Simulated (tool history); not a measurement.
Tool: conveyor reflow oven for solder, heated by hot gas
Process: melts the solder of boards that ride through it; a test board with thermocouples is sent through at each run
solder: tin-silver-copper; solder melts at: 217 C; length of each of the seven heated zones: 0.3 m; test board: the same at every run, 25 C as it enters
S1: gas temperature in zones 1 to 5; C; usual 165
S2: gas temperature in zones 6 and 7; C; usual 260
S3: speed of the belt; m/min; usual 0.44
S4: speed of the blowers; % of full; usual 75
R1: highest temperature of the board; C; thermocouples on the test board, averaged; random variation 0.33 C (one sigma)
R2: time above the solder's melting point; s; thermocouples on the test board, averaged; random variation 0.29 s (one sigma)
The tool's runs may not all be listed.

run	hour	S1	S2	S3	S4	R1	R2
1	0	165	260	0.44	75	246.5	55.8
# hour 28.3: flux residue cleaned out of gas plates and filters
2	63.9	165	260	0.44	75	248.8	58
3	146.9	165	260	0.44	83	249.5	59.8
4	198.9	165	260	0.44	83	249.6	59.1
5	295.9	165	260	0.44	75	247.7	57.4
6	387.7	165	260	0.44	75	247.1	56.8
7	450.5	165	260	0.44	66	245.3	53.9
8	549.4	165	260	0.44	66	244.9	53.7
9	593	165	260	0.44	66	244.8	53.5
10	666.4	165	260	0.44	66	244.2	53.1
11	753.2	161	260	0.44	75	245.8	53.5
12	822	161	260	0.44	75	245.6	53.7
13	885.6	161	260	0.44	75	244.8	52.7
14	953.2	153	255	0.44	81	239.7	46.8
# hour 1006.3: flux residue cleaned out of gas plates and filters
15	1019.4	165	260	0.368	57	248.2	70.4
16	1097.7	165	260	0.368	57	247.2	69.9
17	1141.9	165	262	0.388	75	251.7	70.4
18	1224.5	165	262	0.388	75	252	70.2
# hour 1311.9: thermocouples of zones 6 and 7 changed
19	1312.5	165	262	0.388	75	254.1	72.6
20	1356.2	165	262	0.388	75	254.7	72.4
21	1415.2	165	273	0.494	51	250.5	51.1
22	1490.3	164	273	0.412	51	257.3	67.6
23	1579.6	164	273	0.412	51	256.8	67.7
24	1654.8	155	254	0.44	57	237.7	41.7
25	1711.1	155	254	0.44	57	238	41.8

4 ways to go on from here, each from the tool as it stands after run 25. What would each give?
A	1768.6	155	254	0.44	57	?	?
B	1768.6	155	264	0.473	61	?	?
C	1768.6	160	255	0.44	75	?	?
D	1768.6	170	260	0.44	73	?	?

run	R1	R2
A	237.5	41.6
B	244.7	45.5
C	243.2	51.1
D	248.6	59.5
Without the tool's hidden state the same runs would have given:
run	R1	R2
A	238.9	43
B	246.4	46.5
C	244.9	52.5
D	250.2	60.1
